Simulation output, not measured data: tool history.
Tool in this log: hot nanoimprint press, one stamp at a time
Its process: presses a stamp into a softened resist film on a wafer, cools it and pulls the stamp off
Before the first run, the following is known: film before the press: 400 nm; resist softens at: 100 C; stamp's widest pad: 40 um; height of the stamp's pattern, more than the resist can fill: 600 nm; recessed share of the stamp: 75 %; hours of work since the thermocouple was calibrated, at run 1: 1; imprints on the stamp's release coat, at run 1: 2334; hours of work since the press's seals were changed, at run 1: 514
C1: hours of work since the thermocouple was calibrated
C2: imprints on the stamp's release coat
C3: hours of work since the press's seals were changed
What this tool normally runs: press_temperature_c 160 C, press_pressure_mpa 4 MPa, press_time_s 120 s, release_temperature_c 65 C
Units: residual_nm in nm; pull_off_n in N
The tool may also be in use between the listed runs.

{"run": 1, "hour": 0.0, "press_temperature_c": 160, "press_pressure_mpa": 4, "press_time_s": 120, "release_temperature_c": 65, "C1": 1, "C2": 2334, "C3": 514, "residual_nm": 147.1, "pull_off_n": 402}
{"run": 2, "hour": 13.4, "press_temperature_c": 160, "press_pressure_mpa": 4, "press_time_s": 120, "release_temperature_c": 65, "C1": 12, "C2": 2404, "C3": 524, "residual_nm": 147.2, "pull_off_n": 394}
{"run": 3, "hour": 21.6, "press_temperature_c": 160, "press_pressure_mpa": 4, "press_time_s": 120, "release_temperature_c": 65, "C1": 18, "C2": 2447, "C3": 530, "residual_nm": 145.1, "pull_off_n": 398}
{"hour": 29.6, "done": "stamp cleaned and given a new release coat"}
{"run": 4, "hour": 40.9, "press_temperature_c": 160, "press_pressure_mpa": 4, "press_time_s": 120, "release_temperature_c": 65, "C1": 28, "C2": 59, "C3": 540, "residual_nm": 145.7, "pull_off_n": 233}
{"run": 5, "hour": 52.6, "press_temperature_c": 160, "press_pressure_mpa": 4, "press_time_s": 120, "release_temperature_c": 65, "C1": 37, "C2": 120, "C3": 549, "residual_nm": 146.3, "pull_off_n": 243}
{"run": 6, "hour": 63.5, "press_temperature_c": 160, "press_pressure_mpa": 4, "press_time_s": 120, "release_temperature_c": 65, "C1": 45, "C2": 177, "C3": 558, "residual_nm": 145.3, "pull_off_n": 243}
{"run": 7, "hour": 75.1, "press_temperature_c": 148, "press_pressure_mpa": 4, "press_time_s": 120, "release_temperature_c": 65, "C1": 54, "C2": 238, "C3": 567, "residual_nm": 295.6, "pull_off_n": 244}
{"run": 8, "hour": 93.1, "press_temperature_c": 148, "press_pressure_mpa": 4, "press_time_s": 120, "release_temperature_c": 65, "C1": 68, "C2": 331, "C3": 580, "residual_nm": 293.5, "pull_off_n": 249}
{"run": 9, "hour": 104.9, "press_temperature_c": 148, "press_pressure_mpa": 4, "press_time_s": 120, "release_temperature_c": 65, "C1": 77, "C2": 393, "C3": 589, "residual_nm": 294, "pull_off_n": 255}
{"run": 10, "hour": 124.3, "press_temperature_c": 148, "press_pressure_mpa": 4, "press_time_s": 120, "release_temperature_c": 65, "C1": 92, "C2": 494, "C3": 604, "residual_nm": 291.6, "pull_off_n": 264}
{"run": 11, "hour": 140.5, "press_temperature_c": 160, "press_pressure_mpa": 4, "press_time_s": 120, "release_temperature_c": 65, "C1": 104, "C2": 579, "C3": 616, "residual_nm": 142.6, "pull_off_n": 268}
{"run": 12, "hour": 157.3, "press_temperature_c": 160, "press_pressure_mpa": 4, "press_time_s": 120, "release_temperature_c": 65, "C1": 117, "C2": 666, "C3": 629, "residual_nm": 143.6, "pull_off_n": 277}
{"run": 13, "hour": 168.6, "press_temperature_c": 160, "press_pressure_mpa": 4, "press_time_s": 120, "release_temperature_c": 65, "C1": 126, "C2": 725, "C3": 638, "residual_nm": 142.1, "pull_off_n": 278}
{"run": 14, "hour": 182.4, "press_temperature_c": 160, "press_pressure_mpa": 4, "press_time_s": 120, "release_temperature_c": 65, "C1": 136, "C2": 797, "C3": 648, "residual_nm": 142.1, "pull_off_n": 285}
{"run": 15, "hour": 196.0, "press_temperature_c": 164, "press_pressure_mpa": 4, "press_time_s": 120, "release_temperature_c": 65, "C1": 146, "C2": 869, "C3": 659, "residual_nm": 108.1, "pull_off_n": 291}
{"run": 16, "hour": 205.4, "press_temperature_c": 164, "press_pressure_mpa": 4, "press_time_s": 120, "release_temperature_c": 65, "C1": 154, "C2": 917, "C3": 666, "residual_nm": 107.4, "pull_off_n": 284}
{"run": 17, "hour": 218.4, "press_temperature_c": 163, "press_pressure_mpa": 4, "press_time_s": 120, "release_temperature_c": 65, "C1": 164, "C2": 985, "C3": 676, "residual_nm": 115.2, "pull_off_n": 292}
{"run": 18, "hour": 235.3, "press_temperature_c": 163, "press_pressure_mpa": 4, "press_time_s": 120, "release_temperature_c": 65, "C1": 177, "C2": 1074, "C3": 689, "residual_nm": 114.5, "pull_off_n": 285}
{"run": 19, "hour": 249.2, "press_temperature_c": 160, "press_pressure_mpa": 4, "press_time_s": 103, "release_temperature_c": 65, "C1": 187, "C2": 1146, "C3": 700, "residual_nm": 149.9, "pull_off_n": 304}
{"run": 20, "hour": 260.1, "press_temperature_c": 149, "press_pressure_mpa": 5.15, "press_time_s": 61, "release_temperature_c": 51, "C1": 195, "C2": 1203, "C3": 708, "residual_nm": 299.1, "pull_off_n": 376}
{"run": 21, "hour": 269.5, "press_temperature_c": 154, "press_pressure_mpa": 4.34, "press_time_s": 64, "release_temperature_c": 52, "C1": 203, "C2": 1252, "C3": 715, "residual_nm": 245.7, "pull_off_n": 373}
{"run": 22, "hour": 286.8, "press_temperature_c": 154, "press_pressure_mpa": 4.34, "press_time_s": 64, "release_temperature_c": 52, "C1": 216, "C2": 1342, "C3": 728, "residual_nm": 244.7, "pull_off_n": 391}
{"run": 23, "hour": 303.0, "press_temperature_c": 154, "press_pressure_mpa": 4.34, "press_time_s": 64, "release_temperature_c": 52, "C1": 228, "C2": 1427, "C3": 741, "residual_nm": 243.2, "pull_off_n": 383}
{"run": 24, "hour": 312.4, "press_temperature_c": 167, "press_pressure_mpa": 4.07, "press_time_s": 120, "release_temperature_c": 72, "C1": 235, "C2": 1476, "C3": 748, "residual_nm": 86.2, "pull_off_n": 291}
{"run": 25, "hour": 320.9, "press_temperature_c": 167, "press_pressure_mpa": 4.07, "press_time_s": 120, "release_temperature_c": 72, "C1": 242, "C2": 1520, "C3": 754, "residual_nm": 86.5, "pull_off_n": 282}
{"run": 26, "hour": 339.2, "press_temperature_c": 167, "press_pressure_mpa": 4.07, "press_time_s": 120, "release_temperature_c": 72, "C1": 256, "C2": 1616, "C3": 768, "residual_nm": 86.2, "pull_off_n": 291}
{"run": 27, "hour": 356.8, "press_temperature_c": 157, "press_pressure_mpa": 4.72, "press_time_s": 85, "release_temperature_c": 55, "C1": 269, "C2": 1707, "C3": 782, "residual_nm": 178.5, "pull_off_n": 410}
{"hour": 366.1, "done": "plate thermocouple calibrated"}
{"run": 28, "hour": 368.6, "press_temperature_c": 160, "press_pressure_mpa": 3.33, "press_time_s": 120, "release_temperature_c": 65, "C1": 2, "C2": 1753, "C3": 788, "residual_nm": 163.9, "pull_off_n": 350}

Consider 3 possible next runs. They are alternatives, not a sequence: every one starts from the tool as it was left by run 28. What does each give?
{"run": "A", "hour": 378.5, "press_temperature_c": 160, "press_pressure_mpa": 4.67, "press_time_s": 74, "release_temperature_c": 73, "C1": 9, "C2": 1805, "C3": 796, "residual_nm": "?", "pull_off_n": "?"}
{"run": "B", "hour": 378.5, "press_temperature_c": 160, "press_pressure_mpa": 2.41, "press_time_s": 124, "release_temperature_c": 65, "C1": 9, "C2": 1805, "C3": 796, "residual_nm": "?", "pull_off_n": "?"}
{"run": "C", "hour": 378.5, "press_temperature_c": 157, "press_pressure_mpa": 4.42, "press_time_s": 75, "release_temperature_c": 65, "C1": 9, "C2": 1805, "C3": 796, "residual_nm": "?", "pull_off_n": "?"}

run=A residual_nm=170.2 pull_off_n=314
run=B residual_nm=184.6 pull_off_n=365
run=C residual_nm=206.2 pull_off_n=367
What these runs would have given with no unlogged condition in the tool:
run=A residual_nm=167 pull_off_n=203
run=B residual_nm=183.6 pull_off_n=236
run=C residual_nm=203 pull_off_n=237
